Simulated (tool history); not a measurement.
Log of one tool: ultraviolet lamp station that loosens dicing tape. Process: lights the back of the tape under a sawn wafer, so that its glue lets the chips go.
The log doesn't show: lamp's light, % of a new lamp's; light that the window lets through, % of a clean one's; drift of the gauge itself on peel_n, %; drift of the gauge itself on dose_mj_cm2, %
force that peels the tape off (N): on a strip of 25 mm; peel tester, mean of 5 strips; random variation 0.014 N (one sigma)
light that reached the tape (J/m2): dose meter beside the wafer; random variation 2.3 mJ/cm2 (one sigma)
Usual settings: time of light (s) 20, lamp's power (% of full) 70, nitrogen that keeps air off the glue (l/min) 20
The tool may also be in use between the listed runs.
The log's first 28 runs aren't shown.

run   hour  time of light (s)  lamp's power (% of full)  nitrogen that keeps air off the glue (l/min)  hours of work of the lamp  hours of work since the window was cleaned  force that peels the tape off (N)  light that reached the tape (J/m2)
 29  648.2                 11                        62                                             9                        426                                         160                              2.536                                 980
 30  662.3                 11                        62                                             9                        432                                         166                              2.490                                 960
 31  677.8                 17                        70                                            20                        439                                         172                              1.134                                1650
 32  700.2                 17                        70                                            20                        449                                         182                              1.112                                1670
 33  722.2                 17                        70                                            18                        458                                         192                              1.193                                1600
 34  748.4                 21                        80                                             7                        470                                         203                              1.121                                2310
 35  774.4                 35                        70                                            11                        481                                         214                              0.422                                3330
 36  791.5                 26                        70                                            24                        488                                         222                              0.508                                2490
 37  820.2                 18                        70                                            22                        501                                         234                              1.036                                1720
 38  845.3                 17                        72                                            22                        512                                         245                              1.081                                1650
 39  864.4                 11                        83                                            19                        520                                         253                              1.641                                1230
 40  894.4                 11                        83                                            19                        533                                         267                              1.696                                1230
 41  908.8                 11                        83                                            19                        539                                         273                              1.656                                1190
 42  933.1                 20                        62                                             7                        550                                         283                              1.690                                1670
 43  954.5                 20                        62                                             7                        559                                         293                              1.687                                1620

Forecast each of these 4 alternatives for the next run:
  A  973.3                 19                        75                                            31                        567                                         301                                  ?                                   ?
  B  973.3                 14                        62                                            23                        567                                         301                                  ?                                   ?
  C  973.3                 13                        64                                            18                        567                                         301                                  ?                                   ?
  D  973.3                 22                        86                                            34                        567                                         301                                  ?                                   ?

run  force that peels the tape off (N)  light that reached the tape (J/m2)
  A                              0.767                                1880
  B                              1.683                                1170
  C                              1.846                                1090
  D                              0.435                                2500
Without the tool's hidden state the same runs would have given:
run  force that peels the tape off (N)  light that reached the tape (J/m2)
  A                              0.518                                2320
  B                              1.326                                1440
  C                              1.490                                1350
  D                              0.271                                3080
